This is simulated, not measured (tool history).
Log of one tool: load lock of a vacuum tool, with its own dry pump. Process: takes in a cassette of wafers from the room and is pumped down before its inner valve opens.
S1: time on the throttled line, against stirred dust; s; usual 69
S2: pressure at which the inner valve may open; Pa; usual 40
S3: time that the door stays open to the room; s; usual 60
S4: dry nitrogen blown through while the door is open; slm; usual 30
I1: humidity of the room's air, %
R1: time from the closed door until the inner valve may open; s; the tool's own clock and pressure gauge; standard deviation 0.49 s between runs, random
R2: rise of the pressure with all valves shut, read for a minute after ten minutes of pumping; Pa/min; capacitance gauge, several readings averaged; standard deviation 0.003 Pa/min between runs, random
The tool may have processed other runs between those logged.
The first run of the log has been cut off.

Run 2, hour 137.6: usual settings; I1 46.4. Result: R1 97.8 s, R2 0.043 Pa/min.
Run 3, hour 255.5: usual settings; I1 47.1. Result: R1 97.4 s, R2 0.045 Pa/min.
Run 4, hour 375.0: usual settings; I1 43.6. Result: R1 97.6 s, R2 0.045 Pa/min.
Run 5, hour 608.3: usual settings; I1 45.8. Result: R1 97.8 s, R2 0.047 Pa/min.
Run 6, hour 836.3: usual settings; I1 42.4. Result: R1 97.2 s, R2 0.043 Pa/min.
Run 7, hour 1037.5: usual settings but S4 17 slm; I1 43.7. Result: R1 97.7 s, R2 0.052 Pa/min.
Run 8, hour 1180.4: usual settings but S4 16 slm; I1 45.1. Result: R1 97.4 s, R2 0.057 Pa/min.
Run 9, hour 1391.6: usual settings but S4 16 slm; I1 47.3. Result: R1 98.3 s, R2 0.060 Pa/min.
Run 10, hour 1524.6: usual settings but S4 16 slm; I1 46.2. Result: R1 98.9 s, R2 0.055 Pa/min.
Run 11, hour 1710.1: usual settings but S4 16 slm; I1 43.4. Result: R1 97.2 s, R2 0.062 Pa/min.
Run 12, hour 1934.8: usual settings but S4 16 slm; I1 45.3. Result: R1 98.2 s, R2 0.064 Pa/min.
Run 13, hour 2175.7: usual settings but S1 116 s; I1 46.2. Result: R1 137.4 s, R2 0.054 Pa/min.
Run 14, hour 2439.1: usual settings; I1 44.3. Result: R1 99.7 s, R2 0.055 Pa/min.
Run 15, hour 2713.3: usual settings; I1 48.8. Result: R1 98.9 s, R2 0.052 Pa/min.
Run 16, hour 2827.8: usual settings but S2 31 Pa; I1 46.9. Result: R1 100.4 s, R2 0.055 Pa/min.
Run 17, hour 3069.2: usual settings but S2 31 Pa; I1 45.2. Result: R1 99.0 s, R2 0.055 Pa/min.
Run 18, hour 3280.4: usual settings but S2 31 Pa; I1 49.3. Result: R1 100.5 s, R2 0.061 Pa/min.
Run 19, hour 3514.9: usual settings but S2 31 Pa, S3 156 s; I1 44.8. Result: R1 99.6 s, R2 0.073 Pa/min.
Run 20, hour 3666.0: usual settings but S1 36 s, S2 31 Pa, S3 185 s, S4 6 slm; I1 46.9. Result: R1 73.2 s, R2 0.142 Pa/min.
Run 21, hour 3912.1: usual settings but S1 36 s, S2 31 Pa, S3 185 s, S4 6 slm; I1 44.4. Result: R1 73.4 s, R2 0.135 Pa/min.
Run 22, hour 4132.4: usual settings but S1 36 s, S2 31 Pa, S3 185 s, S4 6 slm; I1 45.6. Result: R1 73.1 s, R2 0.142 Pa/min.
Run 23, hour 4243.9: usual settings but S1 112 s, S2 35 Pa, S3 86 s, S4 6 slm; I1 43.9. Result: R1 137.1 s, R2 0.096 Pa/min.
Run 24, hour 4504.7: usual settings but S1 112 s, S2 35 Pa, S3 86 s, S4 18 slm; I1 46.2. Result: R1 135.3 s, R2 0.085 Pa/min.
Run 25, hour 4712.2: usual settings but S1 112 s, S2 35 Pa, S3 86 s, S4 18 slm; I1 45.6. Result: R1 136.8 s, R2 0.082 Pa/min.

Predict the results of run 26:
Run 26, hour 4970.9: usual settings but S1 52 s, S2 71 Pa, S3 39 s, S4 42 slm; I1 45.1. Result: R1 ?, R2 ?.

Logged for run 26: R1 82.4 s, R2 0.060 Pa/min.
Without the tool's hidden state the same run would have given R1 78.3 s, R2 0.021 Pa/min.

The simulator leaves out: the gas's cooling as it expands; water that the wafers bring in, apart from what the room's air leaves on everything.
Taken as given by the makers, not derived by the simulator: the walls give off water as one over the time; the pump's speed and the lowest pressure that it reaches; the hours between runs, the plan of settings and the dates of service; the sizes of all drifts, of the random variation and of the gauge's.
